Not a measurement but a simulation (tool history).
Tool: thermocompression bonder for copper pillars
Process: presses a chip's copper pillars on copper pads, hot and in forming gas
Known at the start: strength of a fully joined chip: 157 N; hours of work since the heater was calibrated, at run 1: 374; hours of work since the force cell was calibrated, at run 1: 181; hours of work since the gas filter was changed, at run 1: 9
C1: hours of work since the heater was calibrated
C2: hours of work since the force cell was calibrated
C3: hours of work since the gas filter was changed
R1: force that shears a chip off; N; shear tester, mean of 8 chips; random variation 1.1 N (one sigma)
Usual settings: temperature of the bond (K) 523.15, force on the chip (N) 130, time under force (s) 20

Run 1, hour 0: usual settings; C1 374; C2 181; C3 9. Result: R1 108 N.
Run 2, hour 5.4: usual settings but time under force (s) 12; C1 378; C2 185; C3 13. Result: R1 91.6 N.
Run 3, hour 15.5: usual settings but time under force (s) 12; C1 385; C2 193; C3 21. Result: R1 90.3 N.
Run 4, hour 24: usual settings; C1 392; C2 200; C3 27. Result: R1 106.5 N.
Run 5, hour 28.8: usual settings but force on the chip (N) 127; C1 396; C2 203; C3 31. Result: R1 104 N.
Run 6, hour 34.9: usual settings but temperature of the bond (K) 543.15; C1 400; C2 208; C3 35. Result: R1 126.6 N.
Run 7, hour 41: usual settings but temperature of the bond (K) 543.15; C1 405; C2 213; C3 40. Result: R1 129.2 N.
Run 8, hour 50.5: usual settings but temperature of the bond (K) 551.15; C1 412; C2 220; C3 47. Result: R1 135.1 N.
Run 9, hour 57.9: usual settings but time under force (s) 16; C1 418; C2 225; C3 53. Result: R1 98.9 N.
Run 10, hour 63.2: usual settings but time under force (s) 16; C1 422; C2 229; C3 57. Result: R1 98.9 N.
Run 11, hour 74.3: usual settings but time under force (s) 16; C1 430; C2 238; C3 65. Result: R1 99.4 N.
Run 12, hour 83.9: usual settings but time under force (s) 16; C1 437; C2 245; C3 73. Result: R1 98.9 N.
Run 13, hour 92.2: usual settings but force on the chip (N) 172; C1 444; C2 251; C3 79. Result: R1 125.2 N.
Run 14, hour 97: usual settings but force on the chip (N) 92; C1 447; C2 255; C3 83. Result: R1 74.7 N.
Run 15, hour 106.2: usual settings but time under force (s) 23; C1 454; C2 262; C3 90. Result: R1 109.4 N.
Run 16, hour 117.1: usual settings; C1 463; C2 270; C3 98. Result: R1 104.9 N.
Run 17, hour 122: usual settings; C1 466; C2 274; C3 102. Result: R1 103.8 N.
Run 18, hour 133.4: usual settings but force on the chip (N) 82; C1 475; C2 283; C3 110. Result: R1 68.6 N.
Run 19, hour 141.6: usual settings; C1 481; C2 289; C3 117. Result: R1 104.3 N.
Run 20, hour 147.5: usual settings but time under force (s) 52; C1 486; C2 293; C3 121. Result: R1 129.7 N.

Forecast run 21:
At hour 150.1: heater calibrated with a thermocouple chip.
Run 21, hour 158.5: usual settings but temperature of the bond (K) 500.15, time under force (s) 23; C1 6; C2 300; C3 128. Result: R1 ?.

R1: 79.5 N
Without the tool's hidden state the same run would have given R1 73.1 N.
